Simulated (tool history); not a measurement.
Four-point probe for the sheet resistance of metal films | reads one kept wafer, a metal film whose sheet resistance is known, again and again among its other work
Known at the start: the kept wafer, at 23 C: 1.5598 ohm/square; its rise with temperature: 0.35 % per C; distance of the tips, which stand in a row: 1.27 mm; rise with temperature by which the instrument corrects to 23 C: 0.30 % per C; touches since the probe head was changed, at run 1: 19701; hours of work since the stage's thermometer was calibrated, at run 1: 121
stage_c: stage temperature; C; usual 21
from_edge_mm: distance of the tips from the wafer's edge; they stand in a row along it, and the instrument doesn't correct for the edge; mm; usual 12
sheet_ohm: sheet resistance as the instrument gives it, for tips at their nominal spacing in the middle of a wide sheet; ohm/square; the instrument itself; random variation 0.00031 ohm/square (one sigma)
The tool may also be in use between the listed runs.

run   hour  stage_c  from_edge_mm  touches since the probe head was changed  hours of work since the stage's thermometer was calibrated  sheet_ohm
  1    0.0       21            12                                     19701                                                         121   1.568638
  2   20.4       21            12                                     20444                                                         130   1.568138
  3   35.8       21            12                                     21004                                                         136   1.568120
  4   47.9       21            12                                     21443                                                         141   1.568551
  5   68.1       21            12                                     22177                                                         150   1.568137
  6   87.7       21             7                                     22891                                                         158   1.585791
  7   96.5       21            12                                     23212                                                         162   1.567405
  8  108.0       21            12                                     23631                                                         166   1.568479
  9  127.9       21            12                                     24352                                                         175   1.567553
 10  144.0       21            12                                     24937                                                         181   1.567682
 11  158.6       21            12                                     25469                                                         187   1.567140
 12  169.9       21            12                                     25882                                                         192   1.567258
 13  184.2       19            30                                     26402                                                         198   1.557978
 14  198.6       28             7                                     26925                                                         204   1.591060
 15  208.1       22            68                                     27271                                                         208   1.559460
 16  225.9       34            14                                     27917                                                         216   1.576041
 17  234.9       20            34                                     28245                                                         219   1.557846
 18  253.5       20            34                                     28921                                                         227   1.557750
 19  262.0       20            34                                     29229                                                         231   1.557810
 20  282.3       20            25                                     29968                                                         239   1.559402
 21  299.4       20            25                                     30592                                                         246   1.558924
 22  316.0       20            25                                     31195                                                         253   1.558332

Forecast each of these 4 alternatives for the next run:
  A  331.8       30            62                                     31768                                                         260          ?
  B  331.8       19             8                                     31768                                                         260          ?
  C  331.8       21             4                                     31768                                                         260          ?
  D  331.8       28             4                                     31768                                                         260          ?

run  sheet_ohm
  A   1.565577
  B   1.576241
  C   1.637720
  D   1.644239
Without the tool's hidden state the same runs would have given:
run  sheet_ohm
  A   1.566201
  B   1.576888
  C   1.638387
  D   1.644898
